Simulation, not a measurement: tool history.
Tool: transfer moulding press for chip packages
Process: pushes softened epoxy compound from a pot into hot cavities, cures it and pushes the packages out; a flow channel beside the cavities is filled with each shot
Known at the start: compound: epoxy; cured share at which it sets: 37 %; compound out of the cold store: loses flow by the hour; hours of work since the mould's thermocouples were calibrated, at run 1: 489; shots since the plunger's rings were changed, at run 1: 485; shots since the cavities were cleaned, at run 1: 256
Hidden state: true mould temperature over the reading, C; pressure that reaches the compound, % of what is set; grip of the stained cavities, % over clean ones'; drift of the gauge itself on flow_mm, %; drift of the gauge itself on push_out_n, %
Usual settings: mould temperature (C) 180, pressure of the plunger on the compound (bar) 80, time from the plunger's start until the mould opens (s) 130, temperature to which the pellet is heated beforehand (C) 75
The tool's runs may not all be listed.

run    hour  mould temperature (C)  pressure of the plunger on the compound (bar)  time from the plunger's start until the mould opens (s)  temperature to which the pellet is heated beforehand (C)  hours of work since the mould's thermocouples were calibrated  shots since the plunger's rings were changed  shots since the cavities were cleaned  incoming compound's hours out of the cold store  length that the compound runs in the flow channel (mm)  greatest force on the pins that push the packages out (N)
  1       0                    180                                             80                                                      130                                                        75                                                            489                                           485                                    256                                             31.2                                                     540                                                        306
  2      54                    180                                             80                                                      130                                                        75                                                            521                                           919                                    690                                             47.5                                                     483                                                        343
       87.2  -- cavities cleaned with cleaning compound and waxed
  3   116.7                    173                                             80                                                      130                                                        75                                                            557                                          1409                                    236                                             46.5                                                     506                                                        390
  4   158.3                    173                                             80                                                      130                                                        75                                                            582                                          1743                                    570                                             28.3                                                     544                                                        473
      206.4  -- cavities cleaned with cleaning compound and waxed
  5   233.6                    173                                             80                                                      144                                                        75                                                            625                                          2336                                    218                                             24.7                                                     549                                                        354
      241.5  -- mould's thermocouples calibrated
  6   287.6                    173                                             80                                                      144                                                        75                                                             27                                          2754                                    636                                             45.7                                                     486                                                        384
      326.6  -- cavities cleaned with cleaning compound and waxed
  7   356.1                    173                                             80                                                      144                                                        75                                                             66                                          3291                                    237                                             23.9                                                     547                                                        357
  8     415                    180                                             80                                                      165                                                        75                                                            101                                          3764                                    710                                               20                                                     544                                                        323
      423.7  -- plunger's sealing rings changed
      450.2  -- cavities cleaned with cleaning compound and waxed
  9   470.5                    180                                           73.7                                                      130                                                        75                                                            131                                           365                                    164                                             42.7                                                     489                                                        296
 10   523.4                    180                                           85.9                                                      130                                                        75                                                            163                                           789                                    588                                             30.5                                                     556                                                        367
      570.5  -- cavities cleaned with cleaning compound and waxed
 11   586.8                    180                                           85.9                                                      130                                                        75                                                            199                                          1286                                    131                                             21.4                                                     578                                                        279
 12   633.8                    180                                             80                                                      130                                                        77                                                            227                                          1663                                    508                                               12                                                     589                                                        349
      687.1  -- cavities cleaned with cleaning compound and waxed
 13   692.5                    180                                             80                                                      130                                                        77                                                            260                                          2122                                     43                                             29.6                                                     525                                                        284
      726.2  -- mould's thermocouples calibrated, once more
 14   746.2                    180                                             80                                                      130                                                        77                                                             12                                          2537                                    458                                             42.2                                                     486                                                        325
      805.4  -- cavities cleaned with cleaning compound and waxed
 15   828.5                    180                                           67.9                                                      125                                                        79                                                             59                                          3185                                    185                                             43.9                                                     442                                                        296
 16   904.6                    180                                           67.9                                                      125                                                        79                                                            104                                          3797                                    797                                             30.5                                                     467                                                        366
      913.2  -- plunger's sealing rings changed
      926.4  -- cavities cleaned with cleaning compound and waxed
 17   953.1                    180                                           67.9                                                      126                                                        69                                                            130                                           309                                    215                                             33.5                                                     486                                                        311
 18  1029.9                    173                                           61.9                                                      130                                                        69                                                            175                                           925                                    831                                               17                                                     521                                                        487
     1042.8  -- cavities cleaned with cleaning compound and waxed
 19  1105.1                    176                                           80.5                                                      150                                                        75                                                            219                                          1517                                    500                                               32                                                     526                                                        332
 20  1151.2                    185                                           82.6                                                      129                                                        84                                                            246                                          1887                                    870                                               40                                                     498                                                        332
     1159.6  -- cavities cleaned with cleaning compound and waxed
 21  1202.1                    180                                             80                                                      130                                                        75                                                            275                                          2284                                    341                                             47.3                                                     481                                                        305
 22  1269.5                    185                                             80                                                      130                                                        75                                                            315                                          2824                                    881                                             38.2                                                     491                                                        339
     1276.7  -- cavities cleaned with cleaning compound and waxed
 23  1340.3                    175                                           61.7                                                      127                                                        77                                                            355                                          3381                                    511                                             41.5                                                     437                                                        396
 24  1380.2                    175                                           61.7                                                      127                                                        77                                                            379                                          3701                                    831                                             17.8                                                     486                                                        472
     1396.8  -- plunger's sealing rings changed
     1398.3  -- cavities cleaned with cleaning compound and waxed
 25  1418.3                    175                                           61.7                                                      127                                                        77                                                            399                                           161                                    161                                             46.7                                                     437                                                        335
 26  1475.3                    175                                           69.1                                                      144                                                        77                                                            432                                           618                                    618                                             31.8                                                     500                                                        356
     1515.5  -- cavities cleaned with cleaning compound and waxed
 27  1522.5                    175                                           95.9                                                      147                                                        68                                                            459                                           985                                     56                                             25.9                                                     610                                                        288

3 ways to go on from here, each from the tool as it stands after run 27. What would each give?
  A  1598.7                    177                                           80.1                                                      112                                                        68                                                            504                                          1597                                    668                                               19                                                       ?                                                          ?
  B  1598.7                    175                                           72.6                                                      147                                                        75                                                            504                                          1597                                    668                                             11.5                                                       ?                                                          ?
  C  1598.7                    185                                             80                                                      130                                                        84                                                            504                                          1597                                    668                                             36.9                                                       ?                                                          ?

run  length that the compound runs in the flow channel (mm)  greatest force on the pins that push the packages out (N)
  A                                                     562                                                        510
  B                                                     578                                                        352
  C                                                     506                                                        323
Without the tool's hidden state the same runs would have given:
run  length that the compound runs in the flow channel (mm)  greatest force on the pins that push the packages out (N)
  A                                                     577                                                        365
  B                                                     593                                                        255
  C                                                     520                                                        239
